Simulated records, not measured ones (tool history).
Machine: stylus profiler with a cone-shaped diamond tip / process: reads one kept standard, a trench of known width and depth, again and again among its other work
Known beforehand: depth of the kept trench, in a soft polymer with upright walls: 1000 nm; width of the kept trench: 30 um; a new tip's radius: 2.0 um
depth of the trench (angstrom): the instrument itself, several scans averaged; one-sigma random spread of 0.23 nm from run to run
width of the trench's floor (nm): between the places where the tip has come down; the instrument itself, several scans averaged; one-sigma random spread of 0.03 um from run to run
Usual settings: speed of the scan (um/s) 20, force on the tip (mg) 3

run	hour	speed of the scan (um/s)	force on the tip (mg)	depth of the trench (angstrom)	width of the trench's floor (nm)
1	0	20	3	10210.6	26110
2	86.8	20	3	10210	26010
3	162.9	20	3	10210.2	26000
4	244	6	3	10207.3	25990
5	348.5	6	3	10209.7	25910
6	419	20	4.98	10291.2	25800
7	466.8	20	4.98	10295.8	25810
8	543.3	20	4.98	10291.9	25730
9	592.2	20	4.98	10295.5	25720
10	670.1	20	5.07	10300.1	25650
11	745.3	44	3	10216.8	25580
12	813.5	44	3	10219.3	25490
13	859.8	20	3	10222.6	25600
14	947.7	20	3	10223.3	25500
15	1005.8	20	3	10225.7	25460
16	1071.6	20	3	10224.4	25440
17	1130.9	20	3	10221.5	25380
18	1227.4	20	3	10222.9	25340
19	1318.5	20	3	10224.6	25280
20	1386.9	15	3	10226.4	25210
# hour 1403.2: height scale calibrated on a step standard
21	1433.1	15	3	10193.5	25190
22	1488.5	15	1.09	10099.7	25140
23	1588.7	11	1.09	10102	25100
24	1637.8	11	1.09	10097.9	25070
25	1686.8	11	4.78	10274	25070
26	1731.9	11	4.78	10277.6	25050
27	1777.8	41	7.81	10377.3	24950
28	1856.3	59	5.5	10301.8	24930
29	1947.8	59	5.5	10303.3	24830
30	2020.1	66	3.58	10227.4	24780
31	2069.1	66	3.58	10226.6	24760
32	2137.7	10	2.76	10194.1	24840
33	2191.6	60	1.67	10141	24660
34	2249.7	42	4.44	10265.3	24730
35	2346	5	2.73	10194.7	24740
36	2419.2	5	2.73	10196.1	24720
37	2468.4	7	1.38	10127.4	24670
38	2571.4	7	1.38	10128.7	24590
39	2656.8	70	6.78	10354	24430
40	2722.1	22	3.7	10243.7	24530
41	2801.4	18	8.01	10399.9	24450
42	2891.3	18	8.01	10398.7	24420
43	2946.3	18	8.01	10401.9	24420
44	3024.6	39	1.15	10123.1	24300
45	3087.5	40	6.56	10354.4	24380
46	3145.1	8	1.77	10160.4	24340

How would selected steps in depth of the trench (angstrom) from run to run divide? Give the signed amount a tool lacking its hidden state would still show from settings, what came in and random variation, and the signed amount left for the hidden state, including any gauge scatter that is not in both of the compared results.
Hidden state at play: radius of the tip, um; height scale over the true one, %; drift of the gauge itself on depth_nm, %; drift of the gauge itself on floor_um, %.
Run 4 -> 5: nothing adjusted, nothing logged. depth of the trench (angstrom) +2.4: hidden state +1.4, all else +1.
Run 20 -> 21: height scale calibrated on a step standard. depth of the trench (angstrom) -32.9: hidden state -31.4, all else -1.5.
Run 38 -> 39: speed of the scan (um/s) 7 -> 70, force on the tip (mg) 1.38 -> 6.78. depth of the trench (angstrom) +225.3: hidden state +1.6, all else +223.7.
Run 43 -> 44: speed of the scan (um/s) 18 -> 39, force on the tip (mg) 8.01 -> 1.15. depth of the trench (angstrom) -278.8: hidden state +0.6, all else -279.4.
Run 44 -> 45: speed of the scan (um/s) 39 -> 40, force on the tip (mg) 1.15 -> 6.56. depth of the trench (angstrom) +231.3: hidden state +1.3, all else +230.

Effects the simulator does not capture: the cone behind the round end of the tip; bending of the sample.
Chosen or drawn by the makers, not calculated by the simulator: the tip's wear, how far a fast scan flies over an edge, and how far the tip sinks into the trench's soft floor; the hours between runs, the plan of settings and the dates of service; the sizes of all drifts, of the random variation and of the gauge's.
